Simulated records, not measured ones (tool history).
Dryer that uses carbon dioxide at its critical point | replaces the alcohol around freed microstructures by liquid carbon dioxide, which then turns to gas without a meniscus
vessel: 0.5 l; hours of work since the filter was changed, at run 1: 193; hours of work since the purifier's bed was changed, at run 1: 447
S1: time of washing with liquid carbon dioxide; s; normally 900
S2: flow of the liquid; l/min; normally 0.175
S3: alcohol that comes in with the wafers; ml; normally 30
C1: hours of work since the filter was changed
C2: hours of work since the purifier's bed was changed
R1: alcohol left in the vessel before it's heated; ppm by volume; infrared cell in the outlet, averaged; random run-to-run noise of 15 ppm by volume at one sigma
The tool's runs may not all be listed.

run,hour,S1,S2,S3,C1,C2,R1
1,0.0,900,0.175,30,193,447,1265
2,18.9,900,0.175,30,206,459,1274
3,33.7,900,0.175,30,216,469,1326
4,54.9,900,0.175,80,230,484,3493
5,81.2,900,0.175,80,248,501,3490
6,96.9,900,0.175,80,258,512,3704
7,131.1,900,0.175,80,281,535,3680
8,150.7,900,0.175,80,294,548,3750
# hour 156.3: inlet filter changed
9,167.0,840,0.175,80,7,559,3481
10,202.7,900,0.185,30,31,583,819
11,232.0,900,0.185,30,51,602,862
12,266.2,1080,0.185,31,74,625,419
13,288.4,660,0.105,31,89,640,11284
14,321.2,660,0.105,31,111,662,11375
15,335.8,660,0.105,31,121,672,11557
16,358.4,660,0.105,31,136,687,11278

A few steps of R1 between consecutive runs. Split each: what settings, incoming material and random variation would produce without the hidden state, and what is left over for the hidden state, along with gauge scatter present in only one of the two compared results (measured, and without hidden state):
The tool's hidden condition here consists of: flow that reaches the vessel past the clogged filter, %; alcohol in the recycled carbon dioxide, ppm; drift of the gauge itself on alcohol_ppm, %.
Run 8 -> 9: S1 900 -> 840, inlet filter changed. R1 -269 ppm by volume: hidden state -1088, all else +819.
Run 12 -> 13: S1 1080 -> 660, S2 0.185 -> 0.105. R1 +10865 ppm by volume: hidden state +455, all else +10410.
